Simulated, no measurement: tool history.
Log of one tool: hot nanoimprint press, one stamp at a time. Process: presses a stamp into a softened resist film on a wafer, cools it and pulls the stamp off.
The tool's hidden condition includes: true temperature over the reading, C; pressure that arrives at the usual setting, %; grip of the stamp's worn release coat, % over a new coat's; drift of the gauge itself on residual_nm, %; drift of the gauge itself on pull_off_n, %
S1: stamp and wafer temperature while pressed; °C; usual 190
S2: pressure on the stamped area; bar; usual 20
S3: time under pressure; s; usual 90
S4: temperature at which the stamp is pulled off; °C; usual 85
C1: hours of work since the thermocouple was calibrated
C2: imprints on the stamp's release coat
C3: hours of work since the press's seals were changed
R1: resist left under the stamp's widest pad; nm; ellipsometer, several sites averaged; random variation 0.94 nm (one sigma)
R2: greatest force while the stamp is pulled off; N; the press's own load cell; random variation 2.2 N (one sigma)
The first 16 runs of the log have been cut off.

run     day   S1    S2  S3  S4   C1   C2   C3     R1   R2
 17  18.833  198    20  86  73  153  439  801  110.8  143
     20.154  -- stamp cleaned and given a new release coat
 18   20.75  190    20  90  82  172   40  820  136.6  109
 19  21.525  189    20  90  76  180   92  829    140  122
 20  23.292  189  15.6  90  76  201  210  849  152.5  120
 21  24.171  179  19.4  90  76  211  269  859  180.6  129
 22  25.325  190    20  90  85  224  347  873  135.9  110
 23  26.738  198    20  90  85  240  441  889  108.6  116
     28.067  -- stamp cleaned and given a new release coat
 24  28.283  180  23.8  47  74  255   15  903  196.9  125
 25   29.75  198  12.3  94  92  271  113  920  129.5   88
 26  31.208  192  12.3  69  75  288  211  937  165.1  129

Expected results for the next run?
 27  32.742  189  13  81  87  305  314  954   ?   ?

R1: 167.7 nm
R2: 107 N
With no hidden state in the tool, this same run would have given R1 163.3 nm, R2 94 N.
